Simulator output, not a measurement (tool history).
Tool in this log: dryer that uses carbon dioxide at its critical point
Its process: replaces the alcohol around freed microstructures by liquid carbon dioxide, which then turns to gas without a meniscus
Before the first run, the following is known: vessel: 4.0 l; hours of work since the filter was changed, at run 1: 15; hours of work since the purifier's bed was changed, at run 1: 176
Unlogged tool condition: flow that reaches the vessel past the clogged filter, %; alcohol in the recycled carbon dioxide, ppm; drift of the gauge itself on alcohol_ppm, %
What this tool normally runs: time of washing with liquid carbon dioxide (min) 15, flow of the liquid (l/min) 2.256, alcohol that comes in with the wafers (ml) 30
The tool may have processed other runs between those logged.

run   hour  time of washing with liquid carbon dioxide (min)  flow of the liquid (l/min)  alcohol that comes in with the wafers (ml)  hours of work since the filter was changed  hours of work since the purifier's bed was changed  alcohol left in the vessel before it's heated (ppm by volume)
  1      0                                                15                       2.256                                          30                                          15                                                 176                                                             25
  2    6.9                                                15                       2.256                                          30                                          18                                                 179                                                             23
  3   16.7                                                15                       2.256                                          30                                          22                                                 183                                                             26
  4     25                                                15                       2.256                                          30                                          26                                                 187                                                             25
  5   38.5                                                15                       2.256                                          30                                          31                                                 193                                                             22
  6   47.4                                                15                       2.256                                          30                                          35                                                 197                                                             25
  7   56.8                                                15                       2.256                                          30                                          39                                                 201                                                             27
  8   69.1                                                15                       2.256                                          30                                          44                                                 206                                                             24
  9   74.9                                                16                       2.256                                          30                                          47                                                 208                                                             22
 10   82.7                                                16                       2.256                                          30                                          50                                                 211                                                             25
 11   95.5                                                16                       2.256                                          30                                          56                                                 217                                                             24
 12  107.3                                                15                       2.256                                          30                                          61                                                 222                                                             27
 13    118                                                15                       2.256                                          30                                          65                                                 226                                                             32
 14  130.9                                                15                       2.256                                          30                                          71                                                 232                                                             28
 15  140.3                                                15                       2.256                                          30                                          75                                                 236                                                             28
 16    147                                                15                       2.256                                          30                                          78                                                 239                                                             26
 17  153.2                                                15                       2.256                                          60                                          80                                                 241                                                             41
 18  162.2                                                17                        3.27                                          30                                          84                                                 245                                                             14
 19  173.2                                                17                        3.27                                          30                                          89                                                 250                                                             18
 20  180.3                                                17                        3.16                                         118                                          92                                                 253                                                             15
 21  191.8                                                10                        3.16                                         118                                          97                                                 258                                                            122
 22    204                                                12                        3.47                                          30                                         102                                                 263                                                             22
 23  214.9                                                19                        1.38                                          30                                         106                                                 268                                                             71
 24  220.6                                                18                        1.38                                          57                                         109                                                 270                                                            160
 25  232.4                                                18                        1.38                                          57                                         114                                                 275                                                            157
 26  237.9                                                12                       2.256                                          38                                         116                                                 277                                                             85
 27  251.2                                                15                        2.33                                          53                                         122                                                 283                                                             39
 28  262.3                                                15                        2.33                                          53                                         126                                                 288                                                             38
 29  275.7                                                15                       2.256                                          30                                         132                                                 293                                                             31

Consider 3 possible next runs. They are alternatives, not a sequence: every one starts from the tool as it was left by run 29. What does each give?
  A   285                                                23                       2.256                                          30                                         136                                                 297                                                              ?
  B   285                                                15                        3.25                                          24                                         136                                                 297                                                              ?
  C   285                                                12                       2.256                                          30                                         136                                                 297                                                              ?

run  alcohol left in the vessel before it's heated (ppm by volume)
  A                                                             20
  B                                                             18
  C                                                             71
With the hidden condition removed and each run's random variation left untouched, the same runs would have given:
run  alcohol left in the vessel before it's heated (ppm by volume)
  A                                                             10
  B                                                              8
  C                                                             52
